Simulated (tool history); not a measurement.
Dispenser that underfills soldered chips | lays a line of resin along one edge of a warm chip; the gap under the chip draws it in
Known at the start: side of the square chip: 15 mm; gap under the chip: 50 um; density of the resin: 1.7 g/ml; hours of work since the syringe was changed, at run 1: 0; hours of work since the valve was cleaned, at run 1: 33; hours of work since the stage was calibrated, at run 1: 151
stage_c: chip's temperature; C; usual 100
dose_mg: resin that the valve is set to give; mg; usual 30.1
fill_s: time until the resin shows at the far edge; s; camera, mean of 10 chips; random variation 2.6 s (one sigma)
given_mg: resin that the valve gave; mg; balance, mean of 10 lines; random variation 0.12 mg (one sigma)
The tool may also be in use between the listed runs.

| run | hour | stage_c | dose_mg | hours of work since the syringe was changed | hours of work since the valve was cleaned | hours of work since the stage was calibrated | fill_s | given_mg |
|---|---|---|---|---|---|---|---|---|
| 1 | 0.0 | 100 | 30.1 | 0 | 33 | 151 | 260.3 | 29.60 |
| 2 | 4.1 | 100 | 30.1 | 3 | 36 | 154 | 300.7 | 29.71 |
| 3 | 9.6 | 100 | 30.1 | 7 | 40 | 159 | 355.1 | 30.00 |
| 4 | 13.5 | 100 | 30.1 | 10 | 43 | 161 | 395.9 | 29.81 |
|  | 14.5 | new syringe of resin |
| 5 | 18.3 | 100 | 30.1 | 3 | 46 | 165 | 295.7 | 29.76 |
| 6 | 22.5 | 110 | 30.1 | 6 | 49 | 168 | 244.8 | 29.79 |
| 7 | 26.5 | 110 | 30.1 | 9 | 52 | 171 | 275.9 | 29.65 |
|  | 29.7 | new syringe of resin |
| 8 | 31.4 | 110 | 30.1 | 1 | 56 | 174 | 200.4 | 29.51 |
| 9 | 35.8 | 108 | 30.1 | 5 | 59 | 178 | 248.6 | 29.37 |
| 10 | 41.8 | 108 | 30.1 | 9 | 63 | 182 | 302.3 | 29.38 |
|  | 44.6 | new syringe of resin |
| 11 | 47.5 | 100 | 30.1 | 2 | 67 | 186 | 295.1 | 29.49 |
| 12 | 51.4 | 94 | 30.1 | 5 | 70 | 189 | 410.7 | 29.49 |
| 13 | 55.9 | 94 | 30.1 | 8 | 74 | 192 | 478.4 | 29.36 |
|  | 59.4 | new syringe of resin |
| 14 | 60.0 | 100 | 28.7 | 0 | 76 | 195 | 278.7 | 27.80 |
| 15 | 64.6 | 109 | 30.1 | 4 | 80 | 199 | 234.4 | 29.47 |
|  | 70.8 | dispensing valve cleaned and set on the balance |
| 16 | 71.2 | 110 | 30.1 | 8 | 0 | 203 | 271.1 | 30.25 |
|  | 75.5 | new syringe of resin |
| 17 | 75.5 | 110 | 30.1 | 0 | 3 | 206 | 198.8 | 30.35 |
| 18 | 80.7 | 110 | 30.1 | 4 | 7 | 210 | 228.9 | 30.22 |
| 19 | 86.5 | 110 | 30.1 | 8 | 12 | 214 | 277.5 | 30.02 |
| 20 | 89.1 | 105 | 37.7 | 10 | 13 | 216 | 351.3 | 37.79 |
|  | 90.5 | new syringe of resin |
| 21 | 93.5 | 105 | 37.7 | 2 | 16 | 219 | 248.1 | 37.68 |
| 22 | 96.3 | 105 | 37.7 | 4 | 19 | 221 | 271.3 | 37.66 |
| 23 | 100.1 | 105 | 37.7 | 7 | 21 | 224 | 297.5 | 37.61 |
| 24 | 104.2 | 105 | 31.5 | 10 | 24 | 227 | 353.7 | 31.05 |
|  | 105.6 | new syringe of resin |
| 25 | 108.7 | 105 | 31.5 | 2 | 28 | 230 | 245.7 | 31.02 |
| 26 | 111.4 | 95 | 30.8 | 4 | 30 | 232 | 385.7 | 30.76 |
| 27 | 115.3 | 99 | 27.1 | 7 | 33 | 235 | 389.7 | 26.87 |
|  | 120.5 | new syringe of resin |
| 28 | 120.7 | 103 | 38.3 | 0 | 36 | 239 | 239.8 | 37.71 |
| 29 | 123.1 | 103 | 38.3 | 2 | 38 | 241 | 261.4 | 38.03 |
| 30 | 129.0 | 95 | 38.3 | 6 | 42 | 245 | 413.1 | 37.84 |
| 31 | 132.2 | 106 | 38.6 | 9 | 45 | 247 | 314.2 | 38.05 |
|  | 135.5 | new syringe of resin |
| 32 | 136.3 | 89 | 37.3 | 1 | 48 | 250 | 403.8 | 36.86 |
| 33 | 141.8 | 89 | 37.3 | 5 | 52 | 254 | 485.0 | 36.63 |
| 34 | 147.2 | 103 | 25.9 | 9 | 56 | 258 | 371.2 | 25.33 |
|  | 150.3 | new syringe of resin |
| 35 | 151.6 | 91 | 30.1 | 1 | 59 | 261 | 388.5 | 29.40 |
| 36 | 156.0 | 112 | 27.8 | 4 | 62 | 265 | 213.2 | 27.19 |

Forecast each of these 3 alternatives for the next run:
| A | 161.0 | 90 | 33.2 | 8 | 66 | 268 | ? | ? |
| B | 161.0 | 109 | 26.9 | 8 | 66 | 268 | ? | ? |
| C | 161.0 | 90 | 27.8 | 8 | 66 | 268 | ? | ? |

| run | fill_s | given_mg |
|---|---|---|
| A | 549.3 | 32.66 |
| B | 287.3 | 26.46 |
| C | 553.7 | 27.16 |
Without the tool's hidden state the same runs would have given:
| run | fill_s | given_mg |
|---|---|---|
| A | 371.9 | 33.37 |
| B | 194.8 | 27.04 |
| C | 374.0 | 27.75 |

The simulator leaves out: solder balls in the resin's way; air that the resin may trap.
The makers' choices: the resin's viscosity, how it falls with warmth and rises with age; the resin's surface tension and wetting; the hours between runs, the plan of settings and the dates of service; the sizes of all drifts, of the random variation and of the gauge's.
